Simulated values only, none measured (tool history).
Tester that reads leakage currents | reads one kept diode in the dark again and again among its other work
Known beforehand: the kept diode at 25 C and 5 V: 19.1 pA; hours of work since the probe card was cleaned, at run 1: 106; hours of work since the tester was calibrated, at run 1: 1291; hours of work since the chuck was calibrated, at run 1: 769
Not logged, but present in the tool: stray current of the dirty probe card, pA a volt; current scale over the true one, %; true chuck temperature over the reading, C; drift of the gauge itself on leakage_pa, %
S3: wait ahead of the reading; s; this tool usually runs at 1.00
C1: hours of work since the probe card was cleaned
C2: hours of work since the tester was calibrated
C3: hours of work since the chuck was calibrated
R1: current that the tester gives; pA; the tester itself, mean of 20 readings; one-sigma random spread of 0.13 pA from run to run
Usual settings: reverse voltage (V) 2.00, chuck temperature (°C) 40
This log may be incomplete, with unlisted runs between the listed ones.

run 1 day=0.000 | reverse_voltage_(V)=2.00 chuck_temperature_(°C)=40 S3=1.00 | C1=106 C2=1291 C3=769 | R1=40.94
run 2 day=6.200 | reverse_voltage_(V)=2.00 chuck_temperature_(°C)=40 S3=8.40 | C1=176 C2=1362 C3=840 | R1=40.62
run 3 day=10.842 | reverse_voltage_(V)=2.00 chuck_temperature_(°C)=40 S3=8.40 | C1=229 C2=1414 C3=892 | R1=40.65
run 4 day=14.912 | reverse_voltage_(V)=2.00 chuck_temperature_(°C)=33 S3=1.00 | C1=275 C2=1461 C3=939 | R1=23.22
run 5 day=18.892 | reverse_voltage_(V)=2.00 chuck_temperature_(°C)=33 S3=1.00 | C1=321 C2=1506 C3=984 | R1=23.18
run 6 day=23.367 | reverse_voltage_(V)=2.00 chuck_temperature_(°C)=33 S3=1.00 | C1=372 C2=1557 C3=1035 | R1=23.07
run 7 day=30.371 | reverse_voltage_(V)=2.00 chuck_temperature_(°C)=33 S3=1.00 | C1=451 C2=1637 C3=1115 | R1=23.06
run 8 day=37.912 | reverse_voltage_(V)=2.00 chuck_temperature_(°C)=33 S3=1.00 | C1=537 C2=1722 C3=1200 | R1=23.03
run 9 day=44.475 | reverse_voltage_(V)=2.00 chuck_temperature_(°C)=33 S3=1.00 | C1=612 C2=1797 C3=1275 | R1=23.12
-- day=48.308 chuck's temperature calibrated
run 10 day=48.783 | reverse_voltage_(V)=2.00 chuck_temperature_(°C)=33 S3=1.00 | C1=660 C2=1845 C3=5 | R1=23.25
run 11 day=52.150 | reverse_voltage_(V)=2.00 chuck_temperature_(°C)=33 S3=1.00 | C1=698 C2=1883 C3=44 | R1=23.32
run 12 day=59.558 | reverse_voltage_(V)=1.09 chuck_temperature_(°C)=40 S3=1.00 | C1=782 C2=1968 C3=128 | R1=28.59
run 13 day=67.188 | reverse_voltage_(V)=1.09 chuck_temperature_(°C)=40 S3=1.00 | C1=869 C2=2054 C3=215 | R1=28.61
run 14 day=71.675 | reverse_voltage_(V)=2.00 chuck_temperature_(°C)=40 S3=1.00 | C1=920 C2=2105 C3=266 | R1=41.13
run 15 day=78.800 | reverse_voltage_(V)=2.00 chuck_temperature_(°C)=36 S3=1.00 | C1=1001 C2=2186 C3=347 | R1=29.64
run 16 day=86.108 | reverse_voltage_(V)=2.00 chuck_temperature_(°C)=36 S3=1.00 | C1=1084 C2=2270 C3=430 | R1=29.64
run 17 day=92.942 | reverse_voltage_(V)=2.00 chuck_temperature_(°C)=40 S3=1.00 | C1=1162 C2=2347 C3=508 | R1=41.14
-- day=94.625 tester calibrated
run 18 day=97.996 | reverse_voltage_(V)=2.00 chuck_temperature_(°C)=40 S3=1.00 | C1=1219 C2=38 C3=564 | R1=41.08
run 19 day=102.250 | reverse_voltage_(V)=2.00 chuck_temperature_(°C)=40 S3=1.00 | C1=1267 C2=87 C3=613 | R1=41.11
run 20 day=108.733 | reverse_voltage_(V)=2.00 chuck_temperature_(°C)=40 S3=1.00 | C1=1341 C2=160 C3=686 | R1=41.21
run 21 day=113.325 | reverse_voltage_(V)=2.00 chuck_temperature_(°C)=52 S3=1.00 | C1=1393 C2=213 C3=739 | R1=105.20
run 22 day=120.383 | reverse_voltage_(V)=7.73 chuck_temperature_(°C)=54 S3=1.00 | C1=1473 C2=293 C3=819 | R1=269.71
run 23 day=125.488 | reverse_voltage_(V)=3.47 chuck_temperature_(°C)=54 S3=5.04 | C1=1531 C2=351 C3=877 | R1=167.66
run 24 day=130.804 | reverse_voltage_(V)=4.15 chuck_temperature_(°C)=35 S3=1.00 | C1=1592 C2=412 C3=937 | R1=42.27
run 25 day=137.529 | reverse_voltage_(V)=4.15 chuck_temperature_(°C)=26 S3=1.00 | C1=1668 C2=488 C3=1014 | R1=20.13
run 26 day=142.929 | reverse_voltage_(V)=4.62 chuck_temperature_(°C)=20 S3=1.00 | C1=1730 C2=549 C3=1075 | R1=12.94
-- day=145.325 probe card cleaned and baked
run 27 day=150.725 | reverse_voltage_(V)=15.29 chuck_temperature_(°C)=42 S3=0.62 | C1=61 C2=637 C3=1163 | R1=163.98
run 28 day=157.838 | reverse_voltage_(V)=15.29 chuck_temperature_(°C)=42 S3=0.62 | C1=142 C2=718 C3=1243 | R1=164.11
run 29 day=162.200 | reverse_voltage_(V)=7.44 chuck_temperature_(°C)=28 S3=6.13 | C1=192 C2=767 C3=1293 | R1=32.00
-- day=164.346 chuck's temperature calibrated
run 30 day=166.338 | reverse_voltage_(V)=7.44 chuck_temperature_(°C)=28 S3=6.13 | C1=238 C2=813 C3=23 | R1=32.13
run 31 day=169.817 | reverse_voltage_(V)=7.44 chuck_temperature_(°C)=28 S3=6.13 | C1=278 C2=853 C3=62 | R1=32.31
run 32 day=175.750 | reverse_voltage_(V)=7.44 chuck_temperature_(°C)=28 S3=6.13 | C1=345 C2=920 C3=130 | R1=32.14
run 33 day=179.467 | reverse_voltage_(V)=7.56 chuck_temperature_(°C)=40 S3=3.40 | C1=387 C2=963 C3=172 | R1=89.46
run 34 day=183.179 | reverse_voltage_(V)=4.10 chuck_temperature_(°C)=50 S3=3.40 | C1=430 C2=1005 C3=214 | R1=136.48
run 35 day=186.758 | reverse_voltage_(V)=14.99 chuck_temperature_(°C)=29 S3=3.40 | C1=470 C2=1046 C3=255 | R1=53.48
run 36 day=194.575 | reverse_voltage_(V)=14.99 chuck_temperature_(°C)=29 S3=3.40 | C1=559 C2=1135 C3=344 | R1=53.61
run 37 day=201.217 | reverse_voltage_(V)=2.66 chuck_temperature_(°C)=40 S3=9.57 | C1=635 C2=1210 C3=419 | R1=48.13
run 38 day=206.212 | reverse_voltage_(V)=2.00 chuck_temperature_(°C)=58 S3=7.52 | C1=692 C2=1267 C3=476 | R1=162.90
run 39 day=210.533 | reverse_voltage_(V)=2.00 chuck_temperature_(°C)=58 S3=0.41 | C1=741 C2=1316 C3=525 | R1=164.18
run 40 day=215.329 | reverse_voltage_(V)=5.12 chuck_temperature_(°C)=24 S3=1.00 | C1=795 C2=1371 C3=580 | R1=19.21

4 options for the next run, each taken on its own from the tool as it stands now. Forecast them:
run A day=221.733 | reverse_voltage_(V)=12.49 chuck_temperature_(°C)=31 S3=1.00 | C1=868 C2=1443 C3=653 | R1=?
run B day=221.733 | reverse_voltage_(V)=2.00 chuck_temperature_(°C)=40 S3=8.88 | C1=868 C2=1443 C3=653 | R1=?
run C day=221.733 | reverse_voltage_(V)=1.67 chuck_temperature_(°C)=45 S3=0.33 | C1=868 C2=1443 C3=653 | R1=?
run D day=221.733 | reverse_voltage_(V)=5.12 chuck_temperature_(°C)=58 S3=6.11 | C1=868 C2=1443 C3=653 | R1=?

run=A R1=58.98
run=B R1=40.90
run=C R1=55.64
run=D R1=282.66
Without the tool's hidden state the same runs would have given:
run=A R1=58.88
run=B R1=40.87
run=C R1=55.61
run=D R1=282.55
